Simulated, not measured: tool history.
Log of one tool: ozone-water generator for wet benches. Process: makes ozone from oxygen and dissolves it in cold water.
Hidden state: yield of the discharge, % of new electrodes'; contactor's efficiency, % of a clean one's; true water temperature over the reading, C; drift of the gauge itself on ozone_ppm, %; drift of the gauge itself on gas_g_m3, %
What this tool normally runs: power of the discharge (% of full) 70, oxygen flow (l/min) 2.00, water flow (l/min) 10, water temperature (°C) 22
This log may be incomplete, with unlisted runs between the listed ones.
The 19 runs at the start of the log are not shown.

run	hour	power of the discharge (% of full)	oxygen flow (l/min)	water flow (l/min)	water temperature (°C)	hours of work since the electrodes were changed	hours of work since the contactor was cleaned	hours of work since the thermometer was calibrated	dissolved ozone (ppm)	ozone in the gas ahead of the water (g/m3)
20	1627.5	61	2.10	10	29	3562	260	1897	17.0	186.0
21	1676.3	95	2.00	8	15	3599	297	1934	34.2	274.2
22	1771.9	95	2.00	8	15	3671	369	2006	34.3	273.6
23	1838.1	67	1.12	12	26	3721	419	2056	15.2	275.2
24	1933.7	70	1.31	7	23	3793	491	2128	25.3	264.5
25	2024.0	49	1.08	7	23	3862	560	2196	18.6	215.9
26	2076.5	49	1.08	7	23	3901	599	2236	18.3	214.9
27	2173.2	49	3.56	7	23	3974	672	2309	18.8	121.6
28	2275.8	73	2.20	7	21	4052	750	2387	27.8	215.2
29	2382.3	73	2.20	7	21	4132	830	2467	27.8	209.8
30	2460.2	73	2.20	7	21	4191	889	2526	27.5	212.0
31	2512.6	85	2.00	11	22	4231	929	2565	22.7	252.4
32	2612.1	74	1.13	7	19	4306	1004	2641	27.1	295.1
33	2679.0	66	1.13	7	19	4356	1054	2691	25.1	269.0

Here are 3 independent what-if runs from the current tool condition. What would each one return?
A	2781.3	54	1.13	7	24	4434	1131	2768	?	?
B	2781.3	43	1.18	7	20	4434	1131	2768	?	?
C	2781.3	42	2.66	10	26	4434	1131	2768	?	?

run	dissolved ozone (ppm)	ozone in the gas ahead of the water (g/m3)
A	20.0	230.0
B	17.6	186.3
C	13.2	124.3
Had the tool no hidden state, the same runs would have come out as:
run	dissolved ozone (ppm)	ozone in the gas ahead of the water (g/m3)
A	20.1	230.4
B	17.7	186.5
C	13.2	124.5
